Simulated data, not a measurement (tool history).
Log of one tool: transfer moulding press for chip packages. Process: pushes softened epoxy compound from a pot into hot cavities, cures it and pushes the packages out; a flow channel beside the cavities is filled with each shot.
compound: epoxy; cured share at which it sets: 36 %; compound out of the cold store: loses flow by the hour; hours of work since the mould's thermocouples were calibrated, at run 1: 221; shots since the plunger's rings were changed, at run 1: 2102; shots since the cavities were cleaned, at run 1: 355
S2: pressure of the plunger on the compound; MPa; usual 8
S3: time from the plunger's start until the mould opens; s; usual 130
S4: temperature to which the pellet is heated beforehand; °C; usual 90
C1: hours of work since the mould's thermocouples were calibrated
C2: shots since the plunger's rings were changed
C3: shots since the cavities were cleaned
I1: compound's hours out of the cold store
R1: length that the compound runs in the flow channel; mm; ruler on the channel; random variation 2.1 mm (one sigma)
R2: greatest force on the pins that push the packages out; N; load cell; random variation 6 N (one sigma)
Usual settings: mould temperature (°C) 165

{"run": 1, "hour": 0.0, "mould temperature (°C)": 165, "S2": 8, "S3": 130, "S4": 90, "C1": 221, "C2": 2102, "C3": 355, "I1": 20.5, "R1": 708, "R2": 328}
{"run": 2, "hour": 12.3, "mould temperature (°C)": 165, "S2": 8, "S3": 130, "S4": 88, "C1": 227, "C2": 2200, "C3": 453, "I1": 39.3, "R1": 648, "R2": 330}
{"run": 3, "hour": 35.7, "mould temperature (°C)": 158, "S2": 8, "S3": 130, "S4": 88, "C1": 240, "C2": 2387, "C3": 640, "I1": 21.9, "R1": 731, "R2": 462}
{"run": 4, "hour": 63.4, "mould temperature (°C)": 158, "S2": 8, "S3": 130, "S4": 88, "C1": 255, "C2": 2609, "C3": 862, "I1": 20.7, "R1": 732, "R2": 492}
{"hour": 87.5, "done": "cavities cleaned with cleaning compound and waxed"}
{"run": 5, "hour": 87.6, "mould temperature (°C)": 158, "S2": 8, "S3": 130, "S4": 88, "C1": 268, "C2": 2790, "C3": 0, "I1": 17.7, "R1": 739, "R2": 289}
{"run": 6, "hour": 105.3, "mould temperature (°C)": 158, "S2": 8, "S3": 130, "S4": 88, "C1": 278, "C2": 2932, "C3": 142, "I1": 17.7, "R1": 736, "R2": 332}
{"run": 7, "hour": 121.3, "mould temperature (°C)": 165, "S2": 8, "S3": 130, "S4": 90, "C1": 287, "C2": 3060, "C3": 270, "I1": 21.5, "R1": 695, "R2": 297}
{"run": 8, "hour": 142.8, "mould temperature (°C)": 165, "S2": 8.22, "S3": 130, "S4": 90, "C1": 298, "C2": 3232, "C3": 442, "I1": 8.3, "R1": 755, "R2": 335}
{"hour": 146.5, "done": "mould's thermocouples calibrated"}
{"run": 9, "hour": 174.2, "mould temperature (°C)": 165, "S2": 8.22, "S3": 130, "S4": 90, "C1": 15, "C2": 3467, "C3": 677, "I1": 27.8, "R1": 687, "R2": 375}
{"run": 10, "hour": 198.6, "mould temperature (°C)": 165, "S2": 8.22, "S3": 130, "S4": 93, "C1": 29, "C2": 3662, "C3": 872, "I1": 32.4, "R1": 669, "R2": 392}
{"hour": 222.5, "done": "cavities cleaned with cleaning compound and waxed"}
{"run": 11, "hour": 223.4, "mould temperature (°C)": 168, "S2": 7.15, "S3": 153, "S4": 81, "C1": 41, "C2": 3849, "C3": 8, "I1": 39.6, "R1": 592, "R2": 219}
{"hour": 233.0, "done": "mould's thermocouples calibrated, once more"}
{"run": 12, "hour": 247.5, "mould temperature (°C)": 168, "S2": 7.15, "S3": 153, "S4": 81, "C1": 8, "C2": 4026, "C3": 185, "I1": 25.8, "R1": 631, "R2": 269}
{"run": 13, "hour": 272.7, "mould temperature (°C)": 165, "S2": 9.84, "S3": 130, "S4": 90, "C1": 22, "C2": 4227, "C3": 386, "I1": 12.9, "R1": 797, "R2": 340}
{"run": 14, "hour": 284.8, "mould temperature (°C)": 165, "S2": 9.84, "S3": 130, "S4": 90, "C1": 28, "C2": 4324, "C3": 483, "I1": 11.2, "R1": 803, "R2": 347}
{"run": 15, "hour": 302.5, "mould temperature (°C)": 165, "S2": 9.84, "S3": 130, "S4": 96, "C1": 38, "C2": 4466, "C3": 625, "I1": 13.2, "R1": 793, "R2": 360}
{"run": 16, "hour": 324.5, "mould temperature (°C)": 165, "S2": 8, "S3": 130, "S4": 81, "C1": 50, "C2": 4641, "C3": 800, "I1": 23.7, "R1": 679, "R2": 380}
{"run": 17, "hour": 337.9, "mould temperature (°C)": 171, "S2": 8.97, "S3": 147, "S4": 81, "C1": 58, "C2": 4748, "C3": 907, "I1": 24, "R1": 704, "R2": 356}
{"hour": 357.1, "done": "cavities cleaned with cleaning compound and waxed"}
{"run": 18, "hour": 358.4, "mould temperature (°C)": 171, "S2": 8.97, "S3": 147, "S4": 81, "C1": 68, "C2": 4901, "C3": 11, "I1": 26.8, "R1": 687, "R2": 229}
{"run": 19, "hour": 379.8, "mould temperature (°C)": 171, "S2": 8.97, "S3": 147, "S4": 81, "C1": 80, "C2": 5072, "C3": 182, "I1": 35.1, "R1": 660, "R2": 285}

The same runs without the tool's hidden state, with the same run-to-run variation:
The hidden state here: true mould temperature over the reading, C; pressure that reaches the compound, % of what is set; grip of the stained cavities, % over clean ones'; drift of the gauge itself on flow_mm, %; drift of the gauge itself on push_out_n, %.
run=1 R1=721 R2=236
run=2 R1=661 R2=221
run=3 R1=746 R2=286
run=4 R1=749 R2=283
run=5 R1=757 R2=290
run=6 R1=755 R2=280
run=7 R1=714 R2=223
run=8 R1=776 R2=224
run=9 R1=709 R2=229
run=10 R1=691 R2=225
run=11 R1=612 R2=217
run=12 R1=655 R2=216
run=13 R1=828 R2=240
run=14 R1=836 R2=231
run=15 R1=826 R2=223
run=16 R1=709 R2=219
run=17 R1=735 R2=195
run=18 R1=718 R2=217
run=19 R1=692 R2=230
